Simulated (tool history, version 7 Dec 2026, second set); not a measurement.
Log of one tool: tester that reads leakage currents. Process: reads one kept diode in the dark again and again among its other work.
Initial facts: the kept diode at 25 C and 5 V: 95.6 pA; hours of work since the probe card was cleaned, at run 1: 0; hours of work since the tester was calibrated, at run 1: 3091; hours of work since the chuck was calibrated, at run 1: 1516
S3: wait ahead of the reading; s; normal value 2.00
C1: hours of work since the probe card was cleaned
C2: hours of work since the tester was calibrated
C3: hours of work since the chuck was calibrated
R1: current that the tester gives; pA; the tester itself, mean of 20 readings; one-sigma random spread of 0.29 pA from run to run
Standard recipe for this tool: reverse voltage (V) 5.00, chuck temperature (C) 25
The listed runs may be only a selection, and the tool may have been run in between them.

run 1 hour=0.0 | reverse_voltage_(V)=5.00 chuck_temperature_(C)=25 S3=2.00 | C1=0 C2=3091 C3=1516 | R1=88.99
run 2 hour=140.8 | reverse_voltage_(V)=5.00 chuck_temperature_(C)=25 S3=0.31 | C1=91 C2=3182 C3=1608 | R1=93.09
run 3 hour=240.6 | reverse_voltage_(V)=5.00 chuck_temperature_(C)=25 S3=3.03 | C1=156 C2=3247 C3=1672 | R1=90.04
-- hour=350.2 tester calibrated
run 4 hour=412.1 | reverse_voltage_(V)=5.00 chuck_temperature_(C)=25 S3=2.28 | C1=266 C2=40 C3=1782 | R1=91.51
run 5 hour=607.6 | reverse_voltage_(V)=5.00 chuck_temperature_(C)=25 S3=2.28 | C1=393 C2=167 C3=1909 | R1=92.34
run 6 hour=794.5 | reverse_voltage_(V)=5.00 chuck_temperature_(C)=25 S3=2.28 | C1=514 C2=288 C3=2030 | R1=93.66
run 7 hour=907.2 | reverse_voltage_(V)=5.00 chuck_temperature_(C)=28 S3=2.00 | C1=587 C2=361 C3=2103 | R1=115.40
run 8 hour=1005.3 | reverse_voltage_(V)=5.00 chuck_temperature_(C)=28 S3=2.00 | C1=651 C2=425 C3=2167 | R1=115.31
run 9 hour=1213.0 | reverse_voltage_(V)=5.00 chuck_temperature_(C)=28 S3=2.00 | C1=785 C2=560 C3=2302 | R1=116.04
-- hour=1348.2 tester calibrated, once more
run 10 hour=1348.2 | reverse_voltage_(V)=5.00 chuck_temperature_(C)=25 S3=2.00 | C1=872 C2=0 C3=2388 | R1=90.85
-- hour=1401.6 chuck's temperature calibrated
run 11 hour=1454.7 | reverse_voltage_(V)=5.00 chuck_temperature_(C)=25 S3=2.00 | C1=939 C2=68 C3=34 | R1=104.86
run 12 hour=1581.7 | reverse_voltage_(V)=5.00 chuck_temperature_(C)=25 S3=2.00 | C1=1022 C2=150 C3=117 | R1=105.11
run 13 hour=1720.9 | reverse_voltage_(V)=5.00 chuck_temperature_(C)=25 S3=2.00 | C1=1112 C2=240 C3=207 | R1=105.57
run 14 hour=1904.6 | reverse_voltage_(V)=5.00 chuck_temperature_(C)=25 S3=2.00 | C1=1231 C2=360 C3=326 | R1=105.55
-- hour=1922.4 probe card cleaned and baked
run 15 hour=2049.5 | reverse_voltage_(V)=4.81 chuck_temperature_(C)=25 S3=2.00 | C1=82 C2=452 C3=418 | R1=93.17
run 16 hour=2211.3 | reverse_voltage_(V)=4.81 chuck_temperature_(C)=22 S3=2.13 | C1=187 C2=556 C3=523 | R1=75.52
run 17 hour=2372.0 | reverse_voltage_(V)=4.81 chuck_temperature_(C)=22 S3=2.13 | C1=292 C2=661 C3=627 | R1=76.11
run 18 hour=2532.0 | reverse_voltage_(V)=6.65 chuck_temperature_(C)=42 S3=0.39 | C1=395 C2=764 C3=731 | R1=339.33
run 19 hour=2682.8 | reverse_voltage_(V)=2.08 chuck_temperature_(C)=46 S3=0.75 | C1=493 C2=862 C3=829 | R1=301.22
run 20 hour=2809.2 | reverse_voltage_(V)=2.08 chuck_temperature_(C)=47 S3=7.25 | C1=575 C2=944 C3=911 | R1=318.99
run 21 hour=2926.9 | reverse_voltage_(V)=1.32 chuck_temperature_(C)=25 S3=2.14 | C1=651 C2=1021 C3=987 | R1=61.88
run 22 hour=3140.4 | reverse_voltage_(V)=3.59 chuck_temperature_(C)=28 S3=2.00 | C1=790 C2=1159 C3=1126 | R1=107.60
run 23 hour=3238.9 | reverse_voltage_(V)=14.35 chuck_temperature_(C)=25 S3=0.32 | C1=854 C2=1223 C3=1190 | R1=159.43
run 24 hour=3441.9 | reverse_voltage_(V)=1.41 chuck_temperature_(C)=30 S3=9.74 | C1=985 C2=1355 C3=1321 | R1=89.71
run 25 hour=3628.5 | reverse_voltage_(V)=3.31 chuck_temperature_(C)=25 S3=2.00 | C1=1106 C2=1476 C3=1442 | R1=86.07
run 26 hour=3730.4 | reverse_voltage_(V)=3.38 chuck_temperature_(C)=37 S3=5.23 | C1=1172 C2=1542 C3=1508 | R1=192.13
-- hour=3837.3 probe card cleaned and baked
run 27 hour=3905.2 | reverse_voltage_(V)=5.00 chuck_temperature_(C)=37 S3=0.50 | C1=44 C2=1653 C3=1620 | R1=210.70
run 28 hour=4032.5 | reverse_voltage_(V)=5.00 chuck_temperature_(C)=23 S3=4.36 | C1=127 C2=1736 C3=1702 | R1=76.76

Each row is a separate what-if for the run after 28, all from the same tool condition, not one after another. Results?
run A hour=4171.1 | reverse_voltage_(V)=5.00 chuck_temperature_(C)=49 S3=4.36 | C1=217 C2=1825 C3=1792 | R1=?
run B hour=4171.1 | reverse_voltage_(V)=1.46 chuck_temperature_(C)=53 S3=0.40 | C1=217 C2=1825 C3=1792 | R1=?
run C hour=4171.1 | reverse_voltage_(V)=4.34 chuck_temperature_(C)=22 S3=0.33 | C1=217 C2=1825 C3=1792 | R1=?
run D hour=4171.1 | reverse_voltage_(V)=2.56 chuck_temperature_(C)=25 S3=1.80 | C1=217 C2=1825 C3=1792 | R1=?

run=A R1=457.78
run=B R1=403.88
run=C R1=71.51
run=D R1=71.79
With no hidden state in the tool, these same runs would have given:
run=A R1=493.65
run=B R1=435.78
run=C R1=76.49
run=D R1=77.82
